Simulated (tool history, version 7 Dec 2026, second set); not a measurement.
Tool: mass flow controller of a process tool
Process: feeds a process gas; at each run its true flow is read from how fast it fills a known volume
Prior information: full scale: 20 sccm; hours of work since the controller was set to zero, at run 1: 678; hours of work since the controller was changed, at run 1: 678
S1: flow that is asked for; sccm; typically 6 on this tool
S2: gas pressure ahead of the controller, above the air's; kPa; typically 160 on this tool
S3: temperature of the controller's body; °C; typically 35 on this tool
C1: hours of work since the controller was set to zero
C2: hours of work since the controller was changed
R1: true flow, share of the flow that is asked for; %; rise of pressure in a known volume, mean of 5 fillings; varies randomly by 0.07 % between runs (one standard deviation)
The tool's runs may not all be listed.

Run 1, hour 0.0: usual settings; C1 678; C2 678. Result: R1 95.82 %.
Run 2, hour 99.9: usual settings; C1 717; C2 717. Result: R1 95.71 %.
Run 3, hour 297.6: usual settings; C1 796; C2 796. Result: R1 95.83 %.
Run 4, hour 446.2: usual settings but S3 36 °C; C1 855; C2 855. Result: R1 95.47 %.
Run 5, hour 626.5: usual settings; C1 927; C2 927. Result: R1 95.56 %.
Run 6, hour 762.6: usual settings but S1 14 sccm; C1 981; C2 981. Result: R1 97.34 %.
Run 7, hour 905.6: usual settings but S1 14 sccm; C1 1038; C2 1038. Result: R1 97.27 %.
Run 8, hour 1059.6: usual settings but S1 14 sccm; C1 1099; C2 1099. Result: R1 97.25 %.
Run 9, hour 1234.2: usual settings but S1 14 sccm; C1 1169; C2 1169. Result: R1 97.23 %.
Run 10, hour 1322.1: usual settings; C1 1204; C2 1204. Result: R1 95.34 %.
Run 11, hour 1501.0: usual settings but S1 5 sccm; C1 1275; C2 1275. Result: R1 95.09 %.
Run 12, hour 1614.8: usual settings but S1 5 sccm; C1 1320; C2 1320. Result: R1 95.02 %.
Run 13, hour 1803.0: usual settings but S1 5 sccm; C1 1395; C2 1395. Result: R1 94.93 %.
Run 14, hour 1934.7: usual settings but S1 5 sccm, S3 31 °C; C1 1448; C2 1448. Result: R1 95.34 %.
Run 15, hour 2071.3: usual settings but S1 5 sccm, S3 31 °C; C1 1502; C2 1502. Result: R1 95.31 %.
Run 16, hour 2225.9: usual settings but S1 18 sccm, S2 174 kPa, S3 27 °C; C1 1564; C2 1564. Result: R1 98.85 %.
Run 17, hour 2394.3: usual settings but S1 18 sccm, S2 174 kPa, S3 27 °C; C1 1631; C2 1631. Result: R1 98.78 %.
Run 18, hour 2508.0: usual settings but S1 18 sccm, S2 174 kPa, S3 27 °C; C1 1676; C2 1676. Result: R1 98.76 %.
Run 19, hour 2651.9: usual settings but S1 18 sccm, S2 174 kPa, S3 27 °C; C1 1733; C2 1733. Result: R1 98.77 %.
Run 20, hour 2783.2: usual settings but S1 18 sccm, S2 174 kPa, S3 27 °C; C1 1785; C2 1785. Result: R1 98.62 %.
Run 21, hour 2910.6: usual settings but S1 18 sccm, S2 174 kPa, S3 27 °C; C1 1836; C2 1836. Result: R1 98.73 %.
Run 22, hour 3022.5: usual settings but S1 3 sccm, S2 145 kPa, S3 24 °C; C1 1881; C2 1881. Result: R1 94.55 %.
Run 23, hour 3217.5: usual settings but S2 163 kPa, S3 25 °C; C1 1958; C2 1958. Result: R1 95.97 %.

Predict each of these 3 candidate next runs independently; none follows another, all start after run 23:
Run A, hour 3359.2: usual settings but S1 4 sccm, S2 199 kPa; C1 2015; C2 2015. Result: R1 ?.
Run B, hour 3359.2: usual settings but S3 37 °C; C1 2015; C2 2015. Result: R1 ?.
Run C, hour 3359.2: usual settings but S2 163 kPa; C1 2015; C2 2015. Result: R1 ?.

run     R1
  A  93.80
  B  94.49
  C  94.96
What these runs would have given with no unlogged condition in the tool:
run     R1
  A  96.25
  B  96.27
  C  96.75

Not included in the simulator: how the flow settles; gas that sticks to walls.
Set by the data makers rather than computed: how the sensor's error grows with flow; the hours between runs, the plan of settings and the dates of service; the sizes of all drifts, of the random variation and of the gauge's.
